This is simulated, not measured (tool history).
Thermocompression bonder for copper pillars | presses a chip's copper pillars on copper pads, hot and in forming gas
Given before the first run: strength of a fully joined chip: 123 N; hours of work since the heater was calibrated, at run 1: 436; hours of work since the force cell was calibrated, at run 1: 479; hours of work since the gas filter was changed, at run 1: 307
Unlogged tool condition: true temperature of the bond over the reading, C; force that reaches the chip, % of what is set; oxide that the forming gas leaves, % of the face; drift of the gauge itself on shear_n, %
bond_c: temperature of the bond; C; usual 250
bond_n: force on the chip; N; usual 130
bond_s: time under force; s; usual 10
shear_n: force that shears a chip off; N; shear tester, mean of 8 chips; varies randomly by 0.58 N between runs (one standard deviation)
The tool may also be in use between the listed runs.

| run | hour | bond_c | bond_n | bond_s | hours of work since the heater was calibrated | hours of work since the force cell was calibrated | hours of work since the gas filter was changed | shear_n |
|---|---|---|---|---|---|---|---|---|
| 1 | 0 | 250 | 130 | 10 | 436 | 479 | 307 | 77 |
| 2 | 31 | 250 | 130 | 10 | 451 | 494 | 321 | 76.4 |
| 3 | 53.4 | 250 | 130 | 10 | 462 | 504 | 332 | 75.6 |
| 4 | 85.4 | 250 | 187 | 10 | 477 | 519 | 347 | 94.2 |
| 5 | 114.2 | 250 | 187 | 10 | 491 | 533 | 361 | 94 |
| 6 | 137.9 | 250 | 187 | 10 | 502 | 544 | 372 | 93.2 |
| 7 | 168 | 250 | 187 | 10 | 516 | 558 | 386 | 92 |
| 8 | 191.1 | 250 | 187 | 10 | 527 | 569 | 397 | 92.4 |
| 9 | 226.9 | 238 | 187 | 10 | 544 | 586 | 414 | 83.5 |
|  | 231.2 | heater calibrated with a thermocouple chip |
| 10 | 263.5 | 238 | 187 | 10 | 15 | 603 | 431 | 80.7 |
| 11 | 296.3 | 250 | 130 | 10 | 31 | 618 | 446 | 70.8 |
|  | 319.1 | heater calibrated with a thermocouple chip, once more |
| 12 | 319.6 | 250 | 130 | 10 | 0 | 628 | 456 | 78.6 |
| 13 | 346.1 | 250 | 130 | 10 | 13 | 641 | 469 | 77.8 |
|  | 380.3 | forming gas filter changed |
| 14 | 380.6 | 250 | 130 | 10 | 29 | 657 | 0 | 88.2 |
| 15 | 414.3 | 269 | 145 | 8 | 45 | 673 | 16 | 99.1 |
| 16 | 448.2 | 269 | 145 | 8 | 61 | 689 | 32 | 99.4 |
| 17 | 480.6 | 254 | 87 | 10 | 76 | 705 | 48 | 66.6 |
| 18 | 506 | 250 | 140 | 24 | 88 | 717 | 60 | 106.3 |
| 19 | 539.5 | 250 | 140 | 24 | 104 | 732 | 75 | 104.9 |
| 20 | 566.1 | 250 | 140 | 24 | 117 | 745 | 88 | 106.6 |
| 21 | 598 | 269 | 100 | 20 | 132 | 760 | 103 | 98 |
| 22 | 634.2 | 236 | 89 | 29 | 149 | 777 | 120 | 75.8 |
| 23 | 655.3 | 236 | 89 | 29 | 159 | 787 | 130 | 76.1 |
| 24 | 688.9 | 239 | 193 | 14 | 175 | 803 | 146 | 101.4 |
| 25 | 713.4 | 271 | 107 | 10 | 187 | 815 | 158 | 88 |
| 26 | 733.6 | 275 | 157 | 18 | 196 | 824 | 167 | 112.3 |
| 27 | 760.2 | 250 | 130 | 14 | 209 | 837 | 180 | 89.5 |
| 28 | 787.5 | 274 | 115 | 14 | 222 | 850 | 193 | 97.6 |

Predict each of these 5 candidate next runs independently; none follows another, all start after run 28:
| A | 807 | 266 | 82 | 15 | 231 | 859 | 202 | ? |
| B | 807 | 246 | 115 | 6 | 231 | 859 | 202 | ? |
| C | 807 | 255 | 130 | 28 | 231 | 859 | 202 | ? |
| D | 807 | 258 | 152 | 6 | 231 | 859 | 202 | ? |
| E | 807 | 237 | 114 | 23 | 231 | 859 | 202 | ? |

| run | shear_n |
|---|---|
| A | 77.8 |
| B | 61.6 |
| C | 104.2 |
| D | 84.6 |
| E | 83.2 |
What these runs would have given with no unlogged condition in the tool:
| run | shear_n |
|---|---|
| A | 82 |
| B | 65.2 |
| C | 109.4 |
| D | 89.1 |
| E | 87.9 |
